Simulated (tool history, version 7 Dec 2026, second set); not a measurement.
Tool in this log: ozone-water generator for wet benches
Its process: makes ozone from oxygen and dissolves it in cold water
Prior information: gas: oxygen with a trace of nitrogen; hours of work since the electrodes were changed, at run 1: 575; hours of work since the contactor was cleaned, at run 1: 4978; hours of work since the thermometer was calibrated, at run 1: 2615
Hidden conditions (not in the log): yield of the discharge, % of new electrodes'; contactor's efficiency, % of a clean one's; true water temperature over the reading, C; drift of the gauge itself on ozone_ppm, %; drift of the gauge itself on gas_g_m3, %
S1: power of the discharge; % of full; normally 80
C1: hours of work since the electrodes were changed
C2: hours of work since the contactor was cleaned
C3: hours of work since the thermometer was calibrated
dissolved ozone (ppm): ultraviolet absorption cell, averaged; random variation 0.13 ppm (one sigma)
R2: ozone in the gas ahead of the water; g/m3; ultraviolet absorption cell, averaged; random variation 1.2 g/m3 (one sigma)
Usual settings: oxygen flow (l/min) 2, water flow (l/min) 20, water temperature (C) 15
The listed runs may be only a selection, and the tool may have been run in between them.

Run 1, hour 0: usual settings; C1 575; C2 4978; C3 2615. Result: dissolved ozone (ppm) 13, R2 208 g/m3.
Run 2, hour 28.8: usual settings; C1 597; C2 5000; C3 2637. Result: dissolved ozone (ppm) 13.4, R2 210.7 g/m3.
Run 3, hour 63.4: usual settings; C1 623; C2 5026; C3 2664. Result: dissolved ozone (ppm) 13.2, R2 207.6 g/m3.
Run 4, hour 102.6: usual settings; C1 653; C2 5056; C3 2693. Result: dissolved ozone (ppm) 13.1, R2 207.6 g/m3.
Run 5, hour 128.5: usual settings; C1 673; C2 5076; C3 2713. Result: dissolved ozone (ppm) 13.2, R2 208.3 g/m3.
Run 6, hour 175.3: usual settings; C1 709; C2 5112; C3 2749. Result: dissolved ozone (ppm) 13.1, R2 209.9 g/m3.
Run 7, hour 215.3: usual settings; C1 740; C2 5143; C3 2780. Result: dissolved ozone (ppm) 13.1, R2 209.5 g/m3.
Run 8, hour 238.7: usual settings; C1 758; C2 5161; C3 2798. Result: dissolved ozone (ppm) 13, R2 208.9 g/m3.
Run 9, hour 277: usual settings; C1 787; C2 5190; C3 2827. Result: dissolved ozone (ppm) 13.2, R2 207.3 g/m3.
Run 10, hour 316.4: usual settings; C1 817; C2 5220; C3 2857. Result: dissolved ozone (ppm) 13.3, R2 207.8 g/m3.
Run 11, hour 354.7: usual settings; C1 846; C2 5249; C3 2887. Result: dissolved ozone (ppm) 13, R2 204.8 g/m3.
Run 12, hour 377.7: usual settings; C1 864; C2 5267; C3 2904. Result: dissolved ozone (ppm) 13.1, R2 207.7 g/m3.
Run 13, hour 406: usual settings; C1 886; C2 5289; C3 2926. Result: dissolved ozone (ppm) 13.1, R2 206 g/m3.
Run 14, hour 430.7: usual settings but S1 73 % of full; C1 905; C2 5308; C3 2945. Result: dissolved ozone (ppm) 12.2, R2 190.7 g/m3.
Run 15, hour 458.4: usual settings but oxygen flow (l/min) 1.46; C1 926; C2 5329; C3 2966. Result: dissolved ozone (ppm) 11.6, R2 239.1 g/m3.
Run 16, hour 490.8: usual settings but oxygen flow (l/min) 2.73; C1 951; C2 5354; C3 2991. Result: dissolved ozone (ppm) 14.3, R2 179.6 g/m3.
Run 17, hour 527: usual settings but oxygen flow (l/min) 2.73; C1 978; C2 5381; C3 3018. Result: dissolved ozone (ppm) 14.4, R2 179.9 g/m3.
Run 18, hour 568.4: usual settings but oxygen flow (l/min) 2.73; C1 1010; C2 5413; C3 3050. Result: dissolved ozone (ppm) 14.5, R2 178.9 g/m3.
Run 19, hour 602: usual settings but S1 74 % of full, oxygen flow (l/min) 2.73; C1 1036; C2 5439; C3 3076. Result: dissolved ozone (ppm) 13.5, R2 167.9 g/m3.
Run 20, hour 640.9: usual settings but S1 58 % of full; C1 1066; C2 5469; C3 3106. Result: dissolved ozone (ppm) 9.9, R2 154.8 g/m3.
Run 21, hour 675.2: usual settings but S1 54 % of full, water temperature (C) 17; C1 1092; C2 5495; C3 3132. Result: dissolved ozone (ppm) 9.3, R2 144 g/m3.
Run 22, hour 699.5: usual settings but S1 54 % of full, water temperature (C) 17; C1 1110; C2 5513; C3 3151. Result: dissolved ozone (ppm) 9.3, R2 145.1 g/m3.
Run 23, hour 743.8: usual settings but S1 54 % of full, water temperature (C) 17; C1 1144; C2 5547; C3 3184. Result: dissolved ozone (ppm) 8.9, R2 144 g/m3.
Run 24, hour 782.9: usual settings but S1 48 % of full; C1 1174; C2 5577; C3 3214. Result: dissolved ozone (ppm) 8.3, R2 130.2 g/m3.
Run 25, hour 812.3: usual settings but oxygen flow (l/min) 1.82, water temperature (C) 8; C1 1197; C2 5600; C3 3237. Result: dissolved ozone (ppm) 13.2, R2 214.6 g/m3.
Run 26, hour 841.3: usual settings but S1 41 % of full, water temperature (C) 13; C1 1219; C2 5622; C3 3259. Result: dissolved ozone (ppm) 7.4, R2 114.3 g/m3.
Run 27, hour 888: usual settings but S1 41 % of full, water temperature (C) 13; C1 1255; C2 5658; C3 3295. Result: dissolved ozone (ppm) 7.3, R2 112.5 g/m3.
Run 28, hour 912.1: usual settings but S1 58 % of full, oxygen flow (l/min) 3.14, water flow (l/min) 24, water temperature (C) 14; C1 1273; C2 5676; C3 3313. Result: dissolved ozone (ppm) 9.5, R2 125.9 g/m3.
Run 29, hour 933: usual settings but S1 58 % of full, oxygen flow (l/min) 2.09, water flow (l/min) 24, water temperature (C) 9; C1 1289; C2 5692; C3 3329. Result: dissolved ozone (ppm) 8.6, R2 150.3 g/m3.
Run 30, hour 975.1: usual settings but S1 43 % of full, water flow (l/min) 19; C1 1321; C2 5724; C3 3362. Result: dissolved ozone (ppm) 8, R2 117.8 g/m3.
At hour 996.4: gauge calibrated.
Run 31, hour 1005.9: usual settings but S1 79 % of full, water flow (l/min) 19; C1 1345; C2 5748; C3 3385. Result: dissolved ozone (ppm) 13.9, R2 207.3 g/m3.
Run 32, hour 1056.3: usual settings but oxygen flow (l/min) 1.27, water temperature (C) 10; C1 1384; C2 5787; C3 3424. Result: dissolved ozone (ppm) 11.4, R2 257.2 g/m3.
Run 33, hour 1099.3: usual settings but oxygen flow (l/min) 1.27, water temperature (C) 10; C1 1417; C2 5820; C3 3457. Result: dissolved ozone (ppm) 11.5, R2 256.4 g/m3.
Run 34, hour 1135.8: usual settings but oxygen flow (l/min) 1.27, water temperature (C) 10; C1 1444; C2 5847; C3 3485. Result: dissolved ozone (ppm) 11.5, R2 256.8 g/m3.

Results per run with the tool's hidden condition removed, run-to-run variation unchanged:
run     R2
  1    208
  2  210.9
  3    208
  4  208.3
  5  209.1
  6  210.9
  7  210.8
  8  210.3
  9    209
 10  209.7
 11  206.9
 12  209.9
 13  208.4
 14  193.1
 15  242.3
 16  182.1
 17  182.6
 18  181.9
 19  170.8
 20  157.7
 21  146.8
 22    148
 23  147.1
 24  133.2
 25  219.7
 26  117.1
 27  115.4
 28  129.2
 29  154.4
 30  121.1
 31  207.4
 32  257.7
 33  257.2
 34  257.8
For dissolved ozone (ppm), the value without the hidden state is never more than 0.1 from the measured value.
